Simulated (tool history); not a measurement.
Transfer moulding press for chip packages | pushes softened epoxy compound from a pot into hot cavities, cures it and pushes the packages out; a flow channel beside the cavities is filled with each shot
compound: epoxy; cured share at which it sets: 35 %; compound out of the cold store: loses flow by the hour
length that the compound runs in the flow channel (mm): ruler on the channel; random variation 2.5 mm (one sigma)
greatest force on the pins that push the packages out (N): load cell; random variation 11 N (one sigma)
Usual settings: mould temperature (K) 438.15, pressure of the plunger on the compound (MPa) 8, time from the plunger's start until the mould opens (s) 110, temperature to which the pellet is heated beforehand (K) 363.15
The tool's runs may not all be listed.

run   hour  mould temperature (K)  pressure of the plunger on the compound (MPa)  time from the plunger's start until the mould opens (s)  temperature to which the pellet is heated beforehand (K)  incoming compound's hours out of the cold store  length that the compound runs in the flow channel (mm)  greatest force on the pins that push the packages out (N)
  1      0                 438.15                                              8                                                      110                                                    363.15                                             44.2                                                     850                                                        597
  2    9.4                 438.15                                           6.56                                                      110                                                    363.15                                             12.3                                                     900                                                        725
  3   16.1                 438.15                                           8.27                                                      110                                                    363.15                                             36.6                                                     894                                                        725
      21.9  -- plunger's sealing rings changed
  4   25.5                 438.15                                           8.27                                                      110                                                    363.15                                             47.6                                                     881                                                        757
  5   32.7                 438.15                                           7.53                                                      110                                                    363.15                                             27.5                                                     925                                                        828
  6   42.8                 438.15                                              8                                                      110                                                    363.15                                               17                                                    1003                                                        923
  7     52                 438.15                                              8                                                      110                                                    363.15                                               10                                                    1039                                                        921
      58.3  -- cavities cleaned with cleaning compound and waxed
  8   60.1                 438.15                                           8.16                                                      110                                                    363.15                                             17.2                                                    1008                                                        555
  9     70                 438.15                                           8.16                                                      110                                                    363.15                                             26.2                                                     969                                                        617
 10   75.1                 445.15                                           9.67                                                      104                                                    365.15                                             30.5                                                    1001                                                        529
 11   82.6                 440.15                                           7.84                                                      124                                                    363.15                                             22.6                                                     955                                                        595
 12   92.3                 440.15                                           7.84                                                      124                                                    363.15                                             30.4                                                     918                                                        632
 13  101.8                 440.15                                           7.84                                                      124                                                    363.15                                             23.2                                                     947                                                        673
 14  108.3                 440.15                                           7.84                                                      124                                                    363.15                                             30.9                                                     914                                                        698
 15  113.1                 440.15                                           7.84                                                      124                                                    363.15                                             14.1                                                     989                                                        715
 16  119.2                 435.15                                           8.04                                                      113                                                    365.15                                             32.5                                                     923                                                       1036
     123.1  -- cavities cleaned with cleaning compound and waxed
 17  129.3                 435.15                                           8.04                                                      113                                                    365.15                                               48                                                     858                                                        643
 18  135.1                 435.15                                           8.04                                                      113                                                    365.15                                             31.9                                                     930                                                        723

4 ways to go on from here, each from the tool as it stands after run 18. What would each give?
  A   146                 444.15                                           8.04                                                      129                                                    365.15                                              9.1                                                       ?                                                          ?
  B   146                 438.15                                            6.8                                                      128                                                    372.15                                             46.3                                                       ?                                                          ?
  C   146                 441.15                                           7.03                                                      110                                                    359.15                                             24.3                                                       ?                                                          ?
  D   146                 435.15                                           8.04                                                      107                                                    370.15                                             43.9                                                       ?                                                          ?

run  length that the compound runs in the flow channel (mm)  greatest force on the pins that push the packages out (N)
  A                                                    1005                                                        551
  B                                                     784                                                        574
  C                                                     878                                                        618
  D                                                     868                                                        864
Without the tool's hidden state the same runs would have given:
run  length that the compound runs in the flow channel (mm)  greatest force on the pins that push the packages out (N)
  A                                                    1034                                                        399
  B                                                     806                                                        418
  C                                                     902                                                        457
  D                                                     892                                                        652

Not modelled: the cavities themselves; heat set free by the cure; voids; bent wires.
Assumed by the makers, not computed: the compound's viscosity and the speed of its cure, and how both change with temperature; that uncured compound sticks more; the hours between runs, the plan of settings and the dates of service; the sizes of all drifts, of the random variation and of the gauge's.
